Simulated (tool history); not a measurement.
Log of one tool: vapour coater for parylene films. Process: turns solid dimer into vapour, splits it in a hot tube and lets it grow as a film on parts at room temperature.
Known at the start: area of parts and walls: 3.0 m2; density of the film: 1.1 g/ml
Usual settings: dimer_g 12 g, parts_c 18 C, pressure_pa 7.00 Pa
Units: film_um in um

Run 1, hour 0.0: usual settings. Result: film_um 1.92 um.
Run 2, hour 13.6: usual settings. Result: film_um 1.92 um.
Run 3, hour 24.7: usual settings. Result: film_um 1.87 um.
Run 4, hour 34.1: usual settings but parts_c 12 C. Result: film_um 2.42 um.
Run 5, hour 46.7: usual settings but dimer_g 7 g. Result: film_um 1.13 um.
Run 6, hour 60.6: usual settings but dimer_g 7 g. Result: film_um 1.13 um.
Run 7, hour 82.1: usual settings but dimer_g 6 g, parts_c 29 C, pressure_pa 3.50 Pa. Result: film_um 0.69 um.
Run 8, hour 94.8: usual settings but dimer_g 9 g, parts_c 29 C, pressure_pa 2.08 Pa. Result: film_um 1.15 um.
Run 9, hour 109.6: usual settings but pressure_pa 5.92 Pa. Result: film_um 1.85 um.
Run 10, hour 130.5: usual settings but pressure_pa 5.92 Pa. Result: film_um 1.94 um.
At hour 149.0: trap's valve overhauled.
Run 11, hour 155.8: usual settings but parts_c 15 C, pressure_pa 7.29 Pa. Result: film_um 2.32 um.

Forecast each of these 4 alternatives for the next run:
Run A, hour 166.9: usual settings but dimer_g 9 g. Result: film_um ?.
Run B, hour 166.9: usual settings but dimer_g 21 g, parts_c 13 C, pressure_pa 10.38 Pa. Result: film_um ?.
Run C, hour 166.9: usual settings but dimer_g 7 g, parts_c 26 C, pressure_pa 3.68 Pa. Result: film_um ?.
Run D, hour 166.9: usual settings but pressure_pa 2.01 Pa. Result: film_um ?.

run  film_um
  A     1.54
  B     4.18
  C     1.04
  D     2.56
Without the tool's hidden state the same runs would have given:
run  film_um
  A     1.54
  B     4.18
  C     1.04
  D     2.56
